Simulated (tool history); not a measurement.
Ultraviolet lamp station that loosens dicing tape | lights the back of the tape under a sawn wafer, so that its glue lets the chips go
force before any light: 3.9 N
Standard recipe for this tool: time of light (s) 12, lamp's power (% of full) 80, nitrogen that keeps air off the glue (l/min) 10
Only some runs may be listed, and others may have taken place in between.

run	hour	time of light (s)	lamp's power (% of full)	nitrogen that keeps air off the glue (l/min)	force that peels the tape off (N)	light that reached the tape (J/m2)
1	0.0	12	80	10	0.140	4200
2	6.0	12	80	10	0.137	4240
3	17.7	12	80	10	0.136	4230
4	27.5	12	80	10	0.128	4230
5	39.9	12	80	10	0.129	4180
6	46.5	12	80	10	0.130	4180
7	55.3	12	80	10	0.143	4210
8	66.8	12	80	10	0.129	4190
9	74.6	12	80	10	0.145	4160
10	88.1	12	80	10	0.139	4240
11	95.9	12	80	10	0.127	4200
12	102.8	12	80	10	0.150	4190
13	110.2	12	80	10	0.147	4200
14	116.7	21	86	6	0.065	7880
15	125.9	21	86	6	0.064	7890
16	136.2	21	86	6	0.058	7940
17	146.3	17	75	10	0.076	5570
18	156.9	12	80	16	0.096	4240
19	162.3	17	71	16	0.062	5330
20	172.1	17	71	16	0.060	5260
21	185.3	17	71	16	0.065	5310
22	197.5	17	80	9	0.068	5970
23	210.6	12	67	15	0.151	3560
# hour 214.5: window cleaned of glue's vapour
24	218.9	16	67	4	0.258	4700
25	227.2	16	67	4	0.266	4680
26	232.7	7	86	5	0.697	2660

Alternative continuations, all from the tool just after run 26; predict every row:
A	244.6	19	86	5	?	?
B	244.6	12	80	10	?	?
C	244.6	11	76	5	?	?
D	244.6	12	80	10	?	?
E	244.6	15	84	8	?	?

run	force that peels the tape off (N)	light that reached the tape (J/m2)
A	0.080	7190
B	0.144	4210
C	0.376	3650
D	0.136	4210
E	0.092	5550
The same runs, with their run-to-run variation unchanged, on a tool lacking any hidden condition would have given:
run	force that peels the tape off (N)	light that reached the tape (J/m2)
A	0.080	7200
B	0.144	4210
C	0.376	3650
D	0.136	4210
E	0.092	5550

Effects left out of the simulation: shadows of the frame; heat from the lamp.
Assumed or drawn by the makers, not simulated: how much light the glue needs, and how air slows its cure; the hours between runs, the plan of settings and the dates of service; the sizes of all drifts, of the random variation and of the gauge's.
